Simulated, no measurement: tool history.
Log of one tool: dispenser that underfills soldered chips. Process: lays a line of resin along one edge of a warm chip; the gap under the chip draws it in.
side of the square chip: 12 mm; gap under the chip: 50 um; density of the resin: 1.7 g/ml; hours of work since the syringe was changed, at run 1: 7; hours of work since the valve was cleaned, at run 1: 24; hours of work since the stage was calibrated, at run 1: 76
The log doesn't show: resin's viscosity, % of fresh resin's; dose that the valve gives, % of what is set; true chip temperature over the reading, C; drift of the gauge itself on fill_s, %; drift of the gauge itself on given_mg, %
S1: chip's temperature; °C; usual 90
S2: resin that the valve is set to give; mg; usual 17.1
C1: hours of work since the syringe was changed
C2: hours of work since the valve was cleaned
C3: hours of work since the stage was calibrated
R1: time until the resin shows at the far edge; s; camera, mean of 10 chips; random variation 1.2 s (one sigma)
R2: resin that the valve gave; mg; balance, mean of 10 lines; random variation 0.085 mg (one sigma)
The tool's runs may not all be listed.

| run | hour | S1 | S2 | C1 | C2 | C3 | R1 | R2 |
|---|---|---|---|---|---|---|---|---|
| 1 | 0.0 | 90 | 17.1 | 7 | 24 | 76 | 140.6 | 16.85 |
| 2 | 4.9 | 90 | 19.6 | 10 | 28 | 79 | 151.8 | 19.07 |
|  | 6.2 | new syringe of resin |
| 3 | 9.6 | 90 | 19.6 | 2 | 31 | 82 | 123.2 | 18.94 |
| 4 | 12.0 | 90 | 19.6 | 4 | 32 | 84 | 127.7 | 18.98 |
| 5 | 15.5 | 90 | 21.2 | 6 | 35 | 86 | 136.3 | 20.52 |
| 6 | 19.9 | 102 | 17.1 | 9 | 38 | 89 | 88.4 | 16.44 |
|  | 22.1 | new syringe of resin |
| 7 | 25.7 | 102 | 17.1 | 2 | 41 | 92 | 71.4 | 16.41 |
| 8 | 30.1 | 102 | 17.1 | 5 | 44 | 95 | 78.9 | 16.52 |
| 9 | 35.5 | 79 | 17.1 | 9 | 48 | 99 | 267.8 | 16.32 |
|  | 38.0 | new syringe of resin |
| 10 | 40.9 | 90 | 17.1 | 2 | 51 | 102 | 125.1 | 16.42 |
| 11 | 46.6 | 90 | 17.1 | 6 | 55 | 106 | 141.3 | 16.33 |
| 12 | 50.0 | 90 | 17.1 | 8 | 57 | 109 | 151.5 | 16.31 |
|  | 53.9 | new syringe of resin |
| 13 | 54.9 | 90 | 21.5 | 1 | 60 | 112 | 114.3 | 20.35 |
| 14 | 60.5 | 90 | 15.0 | 4 | 64 | 115 | 139.6 | 14.14 |
| 15 | 63.5 | 96 | 15.0 | 6 | 66 | 117 | 111.6 | 14.09 |
| 16 | 69.0 | 96 | 15.0 | 10 | 70 | 121 | 127.1 | 14.11 |
|  | 69.8 | new syringe of resin |
| 17 | 73.2 | 90 | 17.1 | 2 | 72 | 124 | 126.3 | 15.84 |
| 18 | 77.0 | 90 | 17.1 | 5 | 75 | 126 | 135.0 | 15.90 |
| 19 | 81.6 | 95 | 16.0 | 8 | 78 | 129 | 120.3 | 15.03 |
|  | 85.6 | new syringe of resin |
| 20 | 87.4 | 95 | 16.0 | 1 | 81 | 133 | 95.5 | 14.89 |
| 21 | 90.4 | 82 | 18.6 | 3 | 83 | 135 | 179.8 | 17.12 |
| 22 | 95.9 | 82 | 18.6 | 7 | 87 | 138 | 201.5 | 17.26 |
| 23 | 100.3 | 80 | 18.9 | 10 | 90 | 141 | 245.0 | 17.50 |
|  | 101.4 | new syringe of resin |
| 24 | 105.0 | 93 | 18.9 | 2 | 93 | 144 | 106.0 | 17.38 |
| 25 | 109.9 | 87 | 20.7 | 6 | 96 | 148 | 152.0 | 18.89 |
| 26 | 114.0 | 93 | 20.7 | 8 | 99 | 150 | 124.0 | 18.66 |
|  | 117.1 | new syringe of resin |
| 27 | 117.4 | 93 | 20.7 | 0 | 101 | 152 | 94.5 | 18.87 |
| 28 | 120.0 | 93 | 20.7 | 2 | 103 | 154 | 99.9 | 18.72 |
| 29 | 125.5 | 93 | 22.0 | 6 | 107 | 158 | 111.7 | 19.90 |
| 30 | 131.3 | 93 | 22.0 | 9 | 110 | 162 | 127.2 | 19.96 |
|  | 133.0 | new syringe of resin |
| 31 | 136.3 | 93 | 22.0 | 2 | 113 | 165 | 101.2 | 19.69 |
| 32 | 141.9 | 93 | 22.0 | 6 | 117 | 169 | 114.5 | 19.48 |
| 33 | 145.9 | 95 | 16.6 | 9 | 120 | 171 | 121.3 | 14.86 |
|  | 149.0 | new syringe of resin |
| 34 | 150.7 | 95 | 16.6 | 1 | 123 | 174 | 93.8 | 14.89 |
| 35 | 154.0 | 100 | 18.5 | 3 | 125 | 176 | 76.7 | 16.39 |

Measured less the same run without the tool's hidden state. The same run-to-run variation is in both; the gauge's scatter may not be:
| run | R1 | R2 |
|---|---|---|
| 1 | +20.5 | -0.39 |
| 2 | +34.2 | -0.50 |
| 3 | +4.3 | -0.55 |
| 4 | +10.3 | -0.59 |
| 5 | +19.4 | -0.68 |
| 6 | +19.9 | -0.59 |
| 7 | +3.6 | -0.65 |
| 8 | +10.5 | -0.70 |
| 9 | +58.6 | -0.75 |
| 10 | +5.3 | -0.81 |
| 11 | +21.1 | -0.86 |
| 12 | +31.2 | -0.89 |
| 13 | -1.0 | -1.18 |
| 14 | +16.7 | -0.88 |
| 15 | +19.3 | -0.90 |
| 16 | +33.3 | -0.96 |
| 17 | +5.8 | -1.12 |
| 18 | +16.0 | -1.16 |
| 19 | +24.4 | -1.14 |
| 20 | -0.9 | -1.20 |
| 21 | +6.3 | -1.42 |
| 22 | +27.7 | -1.48 |
| 23 | +51.8 | -1.56 |
| 24 | +2.4 | -1.61 |
| 25 | +16.7 | -1.82 |
| 26 | +22.7 | -1.87 |
| 27 | -5.1 | -1.91 |
| 28 | +0.1 | -1.93 |
| 29 | +11.8 | -2.13 |
| 30 | +26.0 | -2.22 |
| 31 | +1.6 | -2.26 |
| 32 | +14.1 | -2.31 |
| 33 | +25.8 | -1.80 |
| 34 | +0.1 | -1.86 |
| 35 | +4.2 | -2.10 |

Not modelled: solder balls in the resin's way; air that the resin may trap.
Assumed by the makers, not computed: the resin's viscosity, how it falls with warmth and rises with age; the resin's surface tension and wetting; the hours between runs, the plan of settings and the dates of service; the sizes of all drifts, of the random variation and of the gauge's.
